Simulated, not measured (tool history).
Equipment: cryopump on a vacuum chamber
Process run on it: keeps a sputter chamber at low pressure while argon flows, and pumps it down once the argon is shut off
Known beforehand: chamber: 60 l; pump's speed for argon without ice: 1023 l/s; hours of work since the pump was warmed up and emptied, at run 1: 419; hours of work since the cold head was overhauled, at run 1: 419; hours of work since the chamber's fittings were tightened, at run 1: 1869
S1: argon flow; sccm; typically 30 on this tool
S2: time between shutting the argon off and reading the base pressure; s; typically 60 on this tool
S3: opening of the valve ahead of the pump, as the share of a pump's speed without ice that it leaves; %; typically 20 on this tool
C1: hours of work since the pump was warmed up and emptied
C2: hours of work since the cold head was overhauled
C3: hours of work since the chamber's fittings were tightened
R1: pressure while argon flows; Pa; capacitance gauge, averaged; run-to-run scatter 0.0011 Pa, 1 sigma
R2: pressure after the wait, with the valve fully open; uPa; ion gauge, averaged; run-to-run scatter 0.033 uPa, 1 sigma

run	hour	S1	S2	S3	C1	C2	C3	R1	R2
1	0.0	30	60	20	419	419	1869	0.2621	2.48
2	15.2	30	60	20	430	430	1881	0.2625	2.52
3	24.5	30	60	20	438	438	1888	0.2625	2.49
4	34.8	30	60	20	446	446	1896	0.2628	2.54
# hour 47.0: leaking fittings of the chamber tightened, without venting
5	53.6	30	60	20	459	459	5	0.2653	1.98
6	62.4	30	60	40	466	466	12	0.1409	1.91
7	71.7	30	60	40	473	473	19	0.1399	1.92
# hour 89.8: pump warmed up, emptied and cooled again
8	95.0	30	60	20	4	488	34	0.2470	1.83
9	108.5	30	60	18	15	498	44	0.2756	1.85
10	121.2	30	60	20	25	508	54	0.2509	1.85
11	135.3	30	60	20	36	519	65	0.2492	1.80
12	142.9	30	60	20	42	525	71	0.2501	1.87
13	160.0	32	51	52	55	538	85	0.1039	2.11
14	174.6	32	51	52	67	550	96	0.1042	2.11
15	192.7	24	224	29	81	564	110	0.1384	0.76
16	208.9	12	46	32	93	577	123	0.0633	2.35
17	216.6	12	46	32	99	583	129	0.0634	2.30
18	226.0	30	60	56	107	590	136	0.0918	1.89
19	234.4	30	93	31	113	597	143	0.1631	1.34
20	243.2	30	93	31	120	604	150	0.1639	1.42
21	259.0	18	49	47	133	616	162	0.0661	2.24
22	273.1	13	26	19	144	627	173	0.1146	3.77
23	283.9	13	26	19	152	636	182	0.1157	3.86

What if the next run were any one of these 3? Each begins from the tool's condition after run 23:
A	292.8	29	26	42	159	643	189	?	?
B	292.8	22	74	43	159	643	189	?	?
C	292.8	13	26	38	159	643	189	?	?

run	R1	R2
A	0.1200	3.91
B	0.0891	1.61
C	0.0592	3.85
The same runs, with their run-to-run variation unchanged, on a tool lacking any hidden condition would have given:
run	R1	R2
A	0.1146	3.79
B	0.0850	1.50
C	0.0568	3.74

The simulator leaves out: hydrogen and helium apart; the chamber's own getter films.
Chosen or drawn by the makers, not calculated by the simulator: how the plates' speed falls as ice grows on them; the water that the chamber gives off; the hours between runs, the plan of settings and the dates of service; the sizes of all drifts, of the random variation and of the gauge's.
